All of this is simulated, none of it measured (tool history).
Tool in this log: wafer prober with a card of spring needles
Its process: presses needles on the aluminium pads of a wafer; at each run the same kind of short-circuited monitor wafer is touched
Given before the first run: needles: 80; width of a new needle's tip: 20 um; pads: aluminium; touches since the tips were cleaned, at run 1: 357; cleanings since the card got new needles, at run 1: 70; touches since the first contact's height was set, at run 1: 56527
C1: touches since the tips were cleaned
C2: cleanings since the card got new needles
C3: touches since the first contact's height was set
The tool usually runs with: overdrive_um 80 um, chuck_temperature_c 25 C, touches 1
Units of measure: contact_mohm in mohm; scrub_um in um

Run 1, hour 0: usual settings; C1 357; C2 70; C3 56527. Result: contact_mohm 188 mohm, scrub_um 21.53 um.
At hour 16.6: tips cleaned on abrasive film.
At hour 33.9: tips cleaned on abrasive film.
Run 2, hour 43.4: usual settings; C1 3371; C2 72; C3 71894. Result: contact_mohm 241 mohm, scrub_um 21.44 um.
At hour 52.5: tips cleaned on abrasive film.
Run 3, hour 63.7: usual settings; C1 3974; C2 73; C3 79062. Result: contact_mohm 253 mohm, scrub_um 21.5 um.
At hour 70: tips cleaned on abrasive film.
At hour 87.5: tips cleaned on abrasive film.
Run 4, hour 98.3: usual settings; C1 3840; C2 75; C3 91274. Result: contact_mohm 256 mohm, scrub_um 21.35 um.
At hour 105.2: tips cleaned on abrasive film.
At hour 122: tips cleaned on abrasive film.
Run 5, hour 123: usual settings; C1 370; C2 77; C3 100000. Result: contact_mohm 190 mohm, scrub_um 21.28 um.
At hour 127.9: height of the first contact set anew.
At hour 140: tips cleaned on abrasive film.
At hour 157.5: tips cleaned on abrasive film.
Run 6, hour 160.7: usual settings; C1 1135; C2 79; C3 11580. Result: contact_mohm 210 mohm, scrub_um 21.74 um.
At hour 174.6: tips cleaned on abrasive film.
At hour 194.8: tips cleaned on abrasive film.
Run 7, hour 201: usual settings; C1 2212; C2 81; C3 25852. Result: contact_mohm 231 mohm, scrub_um 21.66 um.
At hour 213.3: tips cleaned on abrasive film.
Run 8, hour 229: usual settings; C1 5591; C2 82; C3 35755. Result: contact_mohm 268 mohm, scrub_um 21.69 um.
At hour 231.2: tips cleaned on abrasive film.
At hour 249.5: tips cleaned on abrasive film.
Run 9, hour 249.8: usual settings; C1 91; C2 84; C3 43064. Result: contact_mohm 176 mohm, scrub_um 21.58 um.
At hour 266.5: tips cleaned on abrasive film.
At hour 283.5: tips cleaned on abrasive film.
Run 10, hour 284.8: usual settings; C1 474; C2 86; C3 55449. Result: contact_mohm 188 mohm, scrub_um 21.43 um.
At hour 303.5: tips cleaned on abrasive film.
Run 11, hour 315.5: usual settings; C1 4273; C2 87; C3 66336. Result: contact_mohm 263 mohm, scrub_um 21.49 um.
At hour 321.4: tips cleaned on abrasive film.
At hour 340.7: tips cleaned on abrasive film.
Run 12, hour 356.7: usual settings; C1 5672; C2 89; C3 80892. Result: contact_mohm 266 mohm, scrub_um 21.39 um.
At hour 358.8: tips cleaned on abrasive film.
At hour 377.7: tips cleaned on abrasive film.
Run 13, hour 378.3: usual settings; C1 217; C2 91; C3 88505. Result: contact_mohm 185 mohm, scrub_um 21.35 um.
At hour 395.5: tips cleaned on abrasive film.
Run 14, hour 411.5: usual settings; C1 5667; C2 92; C3 100260. Result: contact_mohm 280 mohm, scrub_um 21.33 um.
At hour 414: tips cleaned on abrasive film.
At hour 418.1: height of the first contact set anew.
At hour 432.9: tips cleaned on abrasive film.
Run 15, hour 447.1: usual settings but overdrive_um 69 um; C1 5014; C2 94; C3 10258. Result: contact_mohm 295 mohm, scrub_um 18.78 um.
At hour 450.1: tips cleaned on abrasive film.
At hour 468.7: tips cleaned on abrasive film.
Run 16, hour 481.7: usual settings but overdrive_um 69 um; C1 4624; C2 96; C3 22500. Result: contact_mohm 300 mohm, scrub_um 18.68 um.
At hour 487.2: tips cleaned on abrasive film.
At hour 504: tips cleaned on abrasive film.
Run 17, hour 513: usual settings but overdrive_um 69 um; C1 3215; C2 98; C3 33564. Result: contact_mohm 282 mohm, scrub_um 18.64 um.
At hour 524.6: tips cleaned on abrasive film.
At hour 543.5: tips cleaned on abrasive film.
Run 18, hour 555.6: usual settings but touches 3; C1 4280; C2 100; C3 48625. Result: contact_mohm 205 mohm, scrub_um 21.6 um.
At hour 561.2: tips cleaned on abrasive film.
At hour 578.5: tips cleaned on abrasive film.
Run 19, hour 578.9: usual settings but overdrive_um 84 um, chuck_temperature_c 48 C, touches 2; C1 153; C2 102; C3 56856. Result: contact_mohm 184 mohm, scrub_um 22.66 um.
At hour 596.8: tips cleaned on abrasive film.
Run 20, hour 609.1: usual settings but overdrive_um 83 um, chuck_temperature_c 37 C; C1 4361; C2 103; C3 67545. Result: contact_mohm 262 mohm, scrub_um 22.33 um.
At hour 616.3: tips cleaned on abrasive film.
At hour 633.4: tips cleaned on abrasive film.
Run 21, hour 638.4: usual settings but overdrive_um 65 um, chuck_temperature_c 65 C; C1 1753; C2 105; C3 77871. Result: contact_mohm 257 mohm, scrub_um 17.37 um.
At hour 650.7: tips cleaned on abrasive film.
Run 22, hour 661.1: usual settings but overdrive_um 65 um, chuck_temperature_c 65 C; C1 3704; C2 106; C3 85927. Result: contact_mohm 309 mohm, scrub_um 17.35 um.
At hour 667.8: tips cleaned on abrasive film.
Run 23, hour 680.4: usual settings but overdrive_um 97 um, chuck_temperature_c 50 C, touches 3; C1 4479; C2 107; C3 92757. Result: contact_mohm 196 mohm, scrub_um 25.98 um.
At hour 687.1: tips cleaned on abrasive film.
At hour 705.5: tips cleaned on abrasive film.
At hour 705.8: height of the first contact set anew.
Run 24, hour 710.7: usual settings but overdrive_um 67 um, chuck_temperature_c 39 C; C1 1711; C2 109; C3 1711. Result: contact_mohm 247 mohm, scrub_um 18.27 um.
At hour 723.2: tips cleaned on abrasive film.
At hour 742.3: tips cleaned on abrasive film.
Run 25, hour 754.9: usual settings but overdrive_um 94 um, chuck_temperature_c 101 C; C1 4464; C2 111; C3 17353. Result: contact_mohm 249 mohm, scrub_um 25.53 um.
At hour 761.6: tips cleaned on abrasive film.
At hour 780.1: tips cleaned on abrasive film.
Run 26, hour 795.6: usual settings but overdrive_um 73 um, chuck_temperature_c 101 C, touches 2; C1 5490; C2 113; C3 31756. Result: contact_mohm 255 mohm, scrub_um 19.74 um.
At hour 798.7: tips cleaned on abrasive film.
At hour 815.6: tips cleaned on abrasive film.
At hour 834.8: tips cleaned on abrasive film.
Run 27, hour 834.8: usual settings but overdrive_um 93 um, chuck_temperature_c 101 C, touches 2; C1 0; C2 116; C3 45579. Result: contact_mohm 184 mohm, scrub_um 25.13 um.
At hour 855.1: tips cleaned on abrasive film.
Run 28, hour 856: usual settings but overdrive_um 96 um, chuck_temperature_c 59 C; C1 332; C2 117; C3 53104. Result: contact_mohm 193 mohm, scrub_um 25.91 um.
At hour 872.7: tips cleaned on abrasive film.
Run 29, hour 874.3: usual settings but chuck_temperature_c 28 C; C1 579; C2 118; C3 59560. Result: contact_mohm 196 mohm, scrub_um 21.52 um.
At hour 890.3: tips cleaned on abrasive film.
At hour 910.4: tips cleaned on abrasive film.
Run 30, hour 910.4: usual settings but overdrive_um 99 um, chuck_temperature_c 32 C; C1 0; C2 120; C3 72315. Result: contact_mohm 173 mohm, scrub_um 26.67 um.
At hour 929.1: tips cleaned on abrasive film.
Run 31, hour 945.2: usual settings but overdrive_um 99 um, chuck_temperature_c 32 C; C1 5745; C2 121; C3 84671. Result: contact_mohm 237 mohm, scrub_um 26.59 um.

Measured minus without-hidden-state, run by run (identical run-to-run variation in each term; gauge scatter may differ):
Hidden state present: debris on the tips, nm; way that the needles fall short of the set height, um; tips' diameter, um; drift of the gauge itself on contact_mohm, %; drift of the gauge itself on scrub_um, %.
run  contact_mohm  scrub_um
  1           +20     -0.25
  2           +74      -0.3
  3           +87     -0.32
  4           +91     -0.38
  5           +24     -0.44
  6           +47     -0.07
  7           +67     -0.13
  8          +101     -0.15
  9           +11     -0.21
 10           +22     -0.25
 11           +93     -0.28
 12          +100     -0.34
 13           +18     -0.41
 14          +111     -0.44
 15          +128     -0.02
 16          +131     -0.07
 17          +112     -0.12
 18           +38     -0.19
 19           +13     -0.26
 20           +93     -0.28
 21           +78     -0.34
 22          +128     -0.36
 23           +26      -0.4
 24           +75        +0
 25           +69     -0.06
 26           +73     -0.13
 27            +6      -0.2
 28           +21     -0.23
 29           +30     -0.26
 30           +11     -0.32
 31           +75     -0.34
